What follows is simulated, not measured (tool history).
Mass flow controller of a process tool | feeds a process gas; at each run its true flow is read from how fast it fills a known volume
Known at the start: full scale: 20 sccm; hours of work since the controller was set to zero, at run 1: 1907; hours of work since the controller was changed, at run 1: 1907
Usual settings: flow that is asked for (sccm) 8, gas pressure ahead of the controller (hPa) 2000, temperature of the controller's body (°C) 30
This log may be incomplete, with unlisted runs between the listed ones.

run	hour	flow that is asked for (sccm)	gas pressure ahead of the controller (hPa)	temperature of the controller's body (°C)	hours of work since the controller was set to zero	hours of work since the controller was changed	true flow (%)
1	0.0	8	2000	30	1907	1907	100.33
2	201.3	8	2000	30	1971	1971	100.23
3	365.1	8	2000	30	2022	2022	100.28
4	593.0	8	2000	30	2094	2094	100.19
5	969.8	8	2000	30	2212	2212	100.34
6	1292.6	8	2000	30	2314	2314	100.33
7	1600.1	8	2000	30	2410	2410	100.31
8	1962.2	8	2000	30	2524	2524	100.37
9	2126.4	2	2000	37	2576	2576	97.84
# hour 2147.7: controller's zero set anew
10	2319.9	10	1500	22	54	2636	100.25
11	2514.0	2	2000	20	115	2697	96.19
12	2872.6	2	2000	35	228	2810	96.62
13	3210.1	2	2000	35	334	2916	96.40
14	3420.1	2	2000	35	400	2982	96.45
15	3768.7	10	2000	30	509	3092	100.48

Here are 5 independent what-if runs from the current tool condition. What would each one return?
A	4030.7	15	2000	30	592	3174	?
B	4030.7	8	1420	23	592	3174	?
C	4030.7	4	1680	37	592	3174	?
D	4030.7	18	1990	33	592	3174	?
E	4030.7	6	1430	30	592	3174	?

run	true flow (%)
A	101.05
B	100.20
C	99.04
D	101.26
E	99.87
What these runs would have given with no unlogged condition in the tool:
run	true flow (%)
A	100.01
B	99.79
C	99.98
D	100.11
E	99.91
